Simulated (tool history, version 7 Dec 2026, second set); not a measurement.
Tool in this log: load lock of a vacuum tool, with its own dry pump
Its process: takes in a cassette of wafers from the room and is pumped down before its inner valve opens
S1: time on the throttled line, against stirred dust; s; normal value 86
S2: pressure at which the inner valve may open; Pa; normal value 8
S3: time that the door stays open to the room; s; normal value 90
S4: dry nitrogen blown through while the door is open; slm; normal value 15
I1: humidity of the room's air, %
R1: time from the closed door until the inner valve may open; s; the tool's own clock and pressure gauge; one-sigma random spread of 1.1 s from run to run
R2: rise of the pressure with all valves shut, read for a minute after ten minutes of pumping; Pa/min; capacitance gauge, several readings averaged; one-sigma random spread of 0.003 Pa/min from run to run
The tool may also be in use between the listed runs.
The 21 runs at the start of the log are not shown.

run	hour	S1	S2	S3	S4	I1	R1	R2
22	9816.6	55	7	90	15	45.8	174.9	0.468
23	10403.7	46	12	130	11	44.9	163.4	0.538
24	10896.4	46	12	130	11	44.1	163.8	0.568
25	11572.4	52	8	189	15	48.2	175.8	0.659
26	11970.9	48	7	27	15	44.4	179.4	0.675
# hour 12034.6: door's seal changed, seat wiped
27	12582.7	48	7	27	15	44.1	179.6	0.029
28	13217.6	129	11	146	20	44.5	226.1	0.068
# hour 13283.8: dry pump taken out, an overhauled one fitted
29	13860.6	135	11	146	20	44.8	211.5	0.092
30	14518.7	135	11	146	20	44.4	211.2	0.111
31	15075.6	135	14	146	10	46	209.7	0.163
32	15550.6	142	8	68	20	45.3	221.3	0.137
33	15940.3	134	13	68	20	46.2	212.4	0.166
34	16270.3	134	13	68	20	43.7	210.2	0.176

For run 35, what comes out?
35	16740.4	48	11	90	15	47.4	?	?

R1: 157 s
R2: 0.217 Pa/min
On a tool with no hidden condition, and with the same random variation, this run would have come out at R1 146.7 s, R2 0.033 Pa/min.
